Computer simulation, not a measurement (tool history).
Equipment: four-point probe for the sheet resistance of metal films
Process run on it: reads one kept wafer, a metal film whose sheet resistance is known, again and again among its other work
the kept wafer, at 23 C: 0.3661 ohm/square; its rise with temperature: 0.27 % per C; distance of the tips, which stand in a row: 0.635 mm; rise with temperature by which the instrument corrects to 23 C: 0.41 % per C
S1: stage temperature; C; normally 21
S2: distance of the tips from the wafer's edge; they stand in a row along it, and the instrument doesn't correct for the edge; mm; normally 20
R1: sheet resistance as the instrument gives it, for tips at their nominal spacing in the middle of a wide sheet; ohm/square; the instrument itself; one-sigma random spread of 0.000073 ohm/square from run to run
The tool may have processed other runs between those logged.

run    day  S1  S2        R1
  1  0.000  21  20  0.367110
  2  1.846  21  20  0.366919
  3  3.233  21  20  0.366984
  4  4.446  21  20  0.366740
  5  5.858  21  20  0.366711
  6  6.846  26  14  0.364578
  7  8.758  25   6  0.366824

Estimate the outcome of run 8 from the log above:
  8  10.683  23  75   ?

R1: 0.365446 ohm/square
If the tool had no hidden condition, the same run with the same run-to-run variation would have returned R1 0.365980 ohm/square.
